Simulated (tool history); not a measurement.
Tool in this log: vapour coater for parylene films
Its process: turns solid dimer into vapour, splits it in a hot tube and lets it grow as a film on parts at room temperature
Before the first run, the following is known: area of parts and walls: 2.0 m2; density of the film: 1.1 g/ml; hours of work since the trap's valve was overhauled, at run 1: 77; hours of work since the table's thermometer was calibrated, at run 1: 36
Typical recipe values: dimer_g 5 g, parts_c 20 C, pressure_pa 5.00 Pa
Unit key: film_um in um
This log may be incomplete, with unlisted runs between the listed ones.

run,hour,dimer_g,parts_c,pressure_pa,hours of work since the trap's valve was overhauled,hours of work since the table's thermometer was calibrated,film_um
1,0.0,5,20,5.00,77,36,1.198
2,25.3,5,20,5.00,88,47,1.192
3,51.1,4,20,5.00,99,58,0.949
4,87.2,5,31,5.00,115,73,0.744
5,102.3,5,29,5.00,121,80,0.812
6,122.1,5,29,5.00,130,88,0.812
7,152.1,5,29,5.00,142,101,0.814
8,183.7,5,29,5.00,156,114,0.817
9,200.7,5,20,5.00,163,122,1.198
10,235.7,5,20,5.00,178,137,1.202
11,269.3,5,26,5.00,193,151,0.921
12,291.6,5,20,5.00,202,160,1.210
13,319.4,5,20,5.00,214,172,1.218
14,336.7,5,20,5.00,221,180,1.213
15,362.2,5,20,5.00,232,191,1.215
16,392.9,5,20,5.00,245,204,1.212
17,412.4,5,20,5.00,254,212,1.210
18,444.3,5,20,5.00,267,226,1.222
19,474.8,5,14,3.08,280,239,1.645
20,499.0,5,14,3.08,291,249,1.652
21,521.2,5,14,3.08,300,259,1.651
22,545.0,4,13,8.49,310,269,1.269
23,570.1,4,13,11.47,321,280,1.248
# hour 576.8: gauge calibrated
24,598.0,4,13,11.47,333,292,1.216
25,626.2,8,18,5.11,345,304,2.077
26,643.4,5,15,10.17,353,311,1.404
# hour 649.9: trap's valve overhauled
27,667.8,3,16,5.22,8,320,0.847
28,683.1,7,25,5.17,14,326,1.359
29,707.5,7,23,5.17,25,337,1.482
30,726.9,7,14,3.40,33,345,2.254
31,758.7,7,28,3.40,47,359,1.237

Consider 5 possible next runs. They are alternatives, not a sequence: every one starts from the tool as it was left by run 31. What does each give?
A,795.1,3,31,2.63,62,374,?
B,795.1,7,28,8.75,62,374,?
C,795.1,5,18,5.00,62,374,?
D,795.1,2,20,5.00,62,374,?
E,795.1,7,14,5.98,62,374,?

run,film_um
A,0.467
B,1.135
C,1.307
D,0.475
E,2.164
Without the tool's hidden state the same runs would have given:
run,film_um
A,0.462
B,1.124
C,1.294
D,0.470
E,2.142
